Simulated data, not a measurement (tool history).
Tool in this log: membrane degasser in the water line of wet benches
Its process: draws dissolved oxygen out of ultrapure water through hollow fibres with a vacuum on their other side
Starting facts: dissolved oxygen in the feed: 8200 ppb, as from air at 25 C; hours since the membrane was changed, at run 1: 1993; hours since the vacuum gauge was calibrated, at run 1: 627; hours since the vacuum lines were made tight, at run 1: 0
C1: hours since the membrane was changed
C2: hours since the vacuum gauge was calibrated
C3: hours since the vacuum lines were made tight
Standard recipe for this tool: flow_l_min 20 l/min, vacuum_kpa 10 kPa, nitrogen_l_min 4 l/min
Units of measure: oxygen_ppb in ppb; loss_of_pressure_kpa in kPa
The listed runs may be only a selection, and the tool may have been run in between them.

Run 1, hour 0: usual settings; C1 1993; C2 627; C3 0. Result: oxygen_ppb 114.8 ppb, loss_of_pressure_kpa 50.04 kPa.
Run 2, hour 50.2: usual settings but flow_l_min 25 l/min; C1 2043; C2 678; C3 50. Result: oxygen_ppb 153.3 ppb, loss_of_pressure_kpa 62.08 kPa.
Run 3, hour 100.4: usual settings but flow_l_min 25 l/min; C1 2093; C2 728; C3 100. Result: oxygen_ppb 155.8 ppb, loss_of_pressure_kpa 62.46 kPa.
Run 4, hour 157: usual settings but flow_l_min 28 l/min; C1 2150; C2 784; C3 157. Result: oxygen_ppb 181.5 ppb, loss_of_pressure_kpa 69.9 kPa.
Run 5, hour 212.8: usual settings but flow_l_min 28 l/min; C1 2206; C2 840; C3 213. Result: oxygen_ppb 176 ppb, loss_of_pressure_kpa 70.19 kPa.
Run 6, hour 285.6: usual settings but nitrogen_l_min 1.69 l/min; C1 2279; C2 913; C3 286. Result: oxygen_ppb 212.8 ppb, loss_of_pressure_kpa 49.95 kPa.
Run 7, hour 341: usual settings but vacuum_kpa 7 kPa; C1 2334; C2 968; C3 341. Result: oxygen_ppb 80.5 ppb, loss_of_pressure_kpa 49.75 kPa.
Run 8, hour 394: usual settings but flow_l_min 14 l/min; C1 2387; C2 1022; C3 394. Result: oxygen_ppb 73.5 ppb, loss_of_pressure_kpa 35.15 kPa.
Run 9, hour 467.8: usual settings but flow_l_min 14 l/min; C1 2461; C2 1095; C3 468. Result: oxygen_ppb 75.6 ppb, loss_of_pressure_kpa 35.01 kPa.
At hour 472.7: vacuum gauge calibrated.
Run 10, hour 499.1: usual settings but flow_l_min 14 l/min; C1 2492; C2 26; C3 499. Result: oxygen_ppb 72.9 ppb, loss_of_pressure_kpa 35.14 kPa.
Run 11, hour 546.4: usual settings but flow_l_min 14 l/min, vacuum_kpa 23.4 kPa; C1 2539; C2 74; C3 546. Result: oxygen_ppb 184.1 ppb, loss_of_pressure_kpa 35.11 kPa.
Run 12, hour 581.2: usual settings; C1 2574; C2 109; C3 581. Result: oxygen_ppb 115.4 ppb, loss_of_pressure_kpa 50.13 kPa.
Run 13, hour 644: usual settings but nitrogen_l_min 7.08 l/min; C1 2636; C2 171; C3 643. Result: oxygen_ppb 81.6 ppb, loss_of_pressure_kpa 49.75 kPa.
Run 14, hour 687: usual settings but nitrogen_l_min 7.08 l/min; C1 2680; C2 214; C3 687. Result: oxygen_ppb 81.4 ppb, loss_of_pressure_kpa 49.86 kPa.
At hour 728.5: vacuum gauge calibrated, once more.
Run 15, hour 753.9: usual settings; C1 2746; C2 25; C3 753. Result: oxygen_ppb 114.3 ppb, loss_of_pressure_kpa 49.91 kPa.
Run 16, hour 805.1: usual settings; C1 2797; C2 77; C3 804. Result: oxygen_ppb 115.9 ppb, loss_of_pressure_kpa 50.16 kPa.
Run 17, hour 875.2: usual settings but flow_l_min 19 l/min, vacuum_kpa 14.2 kPa, nitrogen_l_min 10.14 l/min; C1 2867; C2 147; C3 874. Result: oxygen_ppb 81.5 ppb, loss_of_pressure_kpa 46.98 kPa.
Run 18, hour 949.5: usual settings but flow_l_min 31 l/min, vacuum_kpa 15 kPa; C1 2942; C2 221; C3 949. Result: oxygen_ppb 280.8 ppb, loss_of_pressure_kpa 77.42 kPa.
Run 19, hour 1023.1: usual settings but flow_l_min 12 l/min, nitrogen_l_min 8.59 l/min; C1 3015; C2 295; C3 1022. Result: oxygen_ppb 34.4 ppb, loss_of_pressure_kpa 30.01 kPa.
Run 20, hour 1085.1: usual settings but flow_l_min 12 l/min, vacuum_kpa 12.5 kPa; C1 3077; C2 357; C3 1084. Result: oxygen_ppb 78.4 ppb, loss_of_pressure_kpa 29.82 kPa.
Run 21, hour 1150.3: usual settings but flow_l_min 12 l/min, vacuum_kpa 12.5 kPa; C1 3142; C2 422; C3 1149. Result: oxygen_ppb 79.1 ppb, loss_of_pressure_kpa 30.44 kPa.
Run 22, hour 1206.7: usual settings but vacuum_kpa 13.9 kPa, nitrogen_l_min 3.01 l/min; C1 3199; C2 478; C3 1206. Result: oxygen_ppb 200.8 ppb, loss_of_pressure_kpa 50.28 kPa.
Run 23, hour 1275.8: usual settings but vacuum_kpa 17.8 kPa, nitrogen_l_min 5.76 l/min; C1 3268; C2 547; C3 1275. Result: oxygen_ppb 156 ppb, loss_of_pressure_kpa 49.99 kPa.
Run 24, hour 1322.8: usual settings but flow_l_min 21 l/min, vacuum_kpa 20.2 kPa; C1 3315; C2 594; C3 1322. Result: oxygen_ppb 246.9 ppb, loss_of_pressure_kpa 52.69 kPa.
Run 25, hour 1361.9: usual settings but flow_l_min 16 l/min, vacuum_kpa 7.9 kPa, nitrogen_l_min 2.16 l/min; C1 3354; C2 633; C3 1361. Result: oxygen_ppb 105 ppb, loss_of_pressure_kpa 40.4 kPa.
Run 26, hour 1393.2: usual settings but flow_l_min 18 l/min, vacuum_kpa 8.3 kPa, nitrogen_l_min 4.83 l/min; C1 3385; C2 665; C3 1392. Result: oxygen_ppb 73.7 ppb, loss_of_pressure_kpa 44.99 kPa.
Run 27, hour 1452.6: usual settings but flow_l_min 18 l/min, vacuum_kpa 8.3 kPa, nitrogen_l_min 4.83 l/min; C1 3445; C2 724; C3 1452. Result: oxygen_ppb 73.7 ppb, loss_of_pressure_kpa 45.11 kPa.
Run 28, hour 1522.2: usual settings but flow_l_min 25 l/min, vacuum_kpa 7.1 kPa, nitrogen_l_min 2.33 l/min; C1 3514; C2 794; C3 1521. Result: oxygen_ppb 153.5 ppb, loss_of_pressure_kpa 62.81 kPa.
Run 29, hour 1587.8: usual settings but flow_l_min 19 l/min, vacuum_kpa 9.1 kPa, nitrogen_l_min 11.7 l/min; C1 3580; C2 859; C3 1587. Result: oxygen_ppb 55.3 ppb, loss_of_pressure_kpa 47.66 kPa.
Run 30, hour 1655.9: usual settings but flow_l_min 19 l/min, vacuum_kpa 18.2 kPa, nitrogen_l_min 11.07 l/min; C1 3648; C2 927; C3 1655. Result: oxygen_ppb 95.5 ppb, loss_of_pressure_kpa 47.49 kPa.
Run 31, hour 1691.9: usual settings but flow_l_min 27 l/min, nitrogen_l_min 1.75 l/min; C1 3684; C2 963; C3 1691. Result: oxygen_ppb 295.2 ppb, loss_of_pressure_kpa 68.11 kPa.
Run 32, hour 1734: usual settings but flow_l_min 26 l/min, vacuum_kpa 13 kPa, nitrogen_l_min 9.11 l/min; C1 3726; C2 1005; C3 1733. Result: oxygen_ppb 126.7 ppb, loss_of_pressure_kpa 65.22 kPa.

Each row is a separate what-if for the run after 32, all from the same tool condition, not one after another. Results?
Run A, hour 1788.4: usual settings but flow_l_min 30 l/min, vacuum_kpa 13 kPa, nitrogen_l_min 2.02 l/min; C1 3780; C2 1060; C3 1787. Result: oxygen_ppb ?, loss_of_pressure_kpa ?.
Run B, hour 1788.4: usual settings but flow_l_min 25 l/min, vacuum_kpa 23.2 kPa, nitrogen_l_min 3.43 l/min; C1 3780; C2 1060; C3 1787. Result: oxygen_ppb ?, loss_of_pressure_kpa ?.
Run C, hour 1788.4: usual settings but flow_l_min 14 l/min, vacuum_kpa 9.2 kPa, nitrogen_l_min 2.25 l/min; C1 3780; C2 1060; C3 1787. Result: oxygen_ppb ?, loss_of_pressure_kpa ?.
Run D, hour 1788.4: usual settings but flow_l_min 15 l/min, nitrogen_l_min 8.27 l/min; C1 3780; C2 1060; C3 1787. Result: oxygen_ppb ?, loss_of_pressure_kpa ?.

run  oxygen_ppb  loss_of_pressure_kpa
  A       395.7                 75.84
  B       388.4                 62.79
  C       104.3                 35.19
  D        49.6                 37.92
Stripped of hidden state, with their random variation kept, the same runs would have yielded:
run  oxygen_ppb  loss_of_pressure_kpa
  A         388                 74.51
  B       382.4                 61.69
  C       101.6                 34.58
  D        47.4                 37.26
